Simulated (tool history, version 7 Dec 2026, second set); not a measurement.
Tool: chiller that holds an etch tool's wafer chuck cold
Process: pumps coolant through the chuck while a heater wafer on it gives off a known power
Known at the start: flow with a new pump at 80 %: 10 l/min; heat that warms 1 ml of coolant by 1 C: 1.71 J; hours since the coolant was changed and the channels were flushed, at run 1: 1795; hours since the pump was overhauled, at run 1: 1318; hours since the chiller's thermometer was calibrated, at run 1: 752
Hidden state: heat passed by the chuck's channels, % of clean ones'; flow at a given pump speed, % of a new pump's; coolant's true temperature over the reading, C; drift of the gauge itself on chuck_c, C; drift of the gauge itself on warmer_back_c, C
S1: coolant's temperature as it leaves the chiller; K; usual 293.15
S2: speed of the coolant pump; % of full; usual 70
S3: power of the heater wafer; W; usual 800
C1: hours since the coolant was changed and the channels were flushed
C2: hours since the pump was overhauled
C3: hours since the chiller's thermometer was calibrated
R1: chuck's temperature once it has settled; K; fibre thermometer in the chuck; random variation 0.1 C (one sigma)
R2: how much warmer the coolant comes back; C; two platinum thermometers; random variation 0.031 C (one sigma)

run 1 hour=0 | S1=293.15 S2=70 S3=800 | C1=1795 C2=1318 C3=752 | R1=299.35 R2=3.38
run 2 hour=46.7 | S1=293.15 S2=70 S3=800 | C1=1841 C2=1365 C3=799 | R1=299.45 R2=3.36
run 3 hour=91.1 | S1=293.15 S2=70 S3=800 | C1=1886 C2=1409 C3=843 | R1=299.45 R2=3.41
-- hour=96.1 chiller's thermometer calibrated
run 4 hour=123.2 | S1=293.15 S2=70 S3=704 | C1=1917 C2=1440 C3=27 | R1=298.75 R2=3.04
run 5 hour=161.8 | S1=293.15 S2=65 S3=800 | C1=1956 C2=1479 C3=66 | R1=299.65 R2=3.64
run 6 hour=214.1 | S1=293.15 S2=93 S3=800 | C1=2008 C2=1531 C3=118 | R1=298.05 R2=2.56
run 7 hour=268.6 | S1=302.15 S2=70 S3=550 | C1=2062 C2=1585 C3=172 | R1=306.55 R2=2.34
run 8 hour=318.6 | S1=302.15 S2=67 S3=797 | C1=2112 C2=1636 C3=223 | R1=308.65 R2=3.54
run 9 hour=368.7 | S1=302.15 S2=67 S3=797 | C1=2162 C2=1686 C3=273 | R1=308.75 R2=3.55
run 10 hour=405.5 | S1=300.15 S2=63 S3=471 | C1=2199 C2=1722 C3=309 | R1=304.15 R2=2.2

4 ways to go on from here, each from the tool as it stands after run 10. What would each give?
-- hour=448.2 chiller's thermometer calibrated, once more
run A hour=463.2 | S1=293.15 S2=85 S3=632 | C1=2256 C2=1779 C3=15 | R1=? R2=?
-- hour=448.2 chiller's thermometer calibrated, once more
run B hour=463.2 | S1=293.15 S2=79 S3=823 | C1=2256 C2=1779 C3=15 | R1=? R2=?
-- hour=448.2 chiller's thermometer calibrated, once more
run C hour=463.2 | S1=300.15 S2=94 S3=471 | C1=2256 C2=1779 C3=15 | R1=? R2=?
-- hour=448.2 chiller's thermometer calibrated, once more
run D hour=463.2 | S1=300.15 S2=75 S3=894 | C1=2256 C2=1779 C3=15 | R1=? R2=?

run=A R1=297.45 R2=2.25
run=B R1=299.05 R2=3.15
run=C R1=303.05 R2=1.48
run=D R1=307.05 R2=3.62
Without the tool's hidden state the same runs would have given:
run=A R1=297.15 R2=2.1
run=B R1=298.65 R2=2.94
run=C R1=302.85 R2=1.38
run=D R1=306.45 R2=3.37

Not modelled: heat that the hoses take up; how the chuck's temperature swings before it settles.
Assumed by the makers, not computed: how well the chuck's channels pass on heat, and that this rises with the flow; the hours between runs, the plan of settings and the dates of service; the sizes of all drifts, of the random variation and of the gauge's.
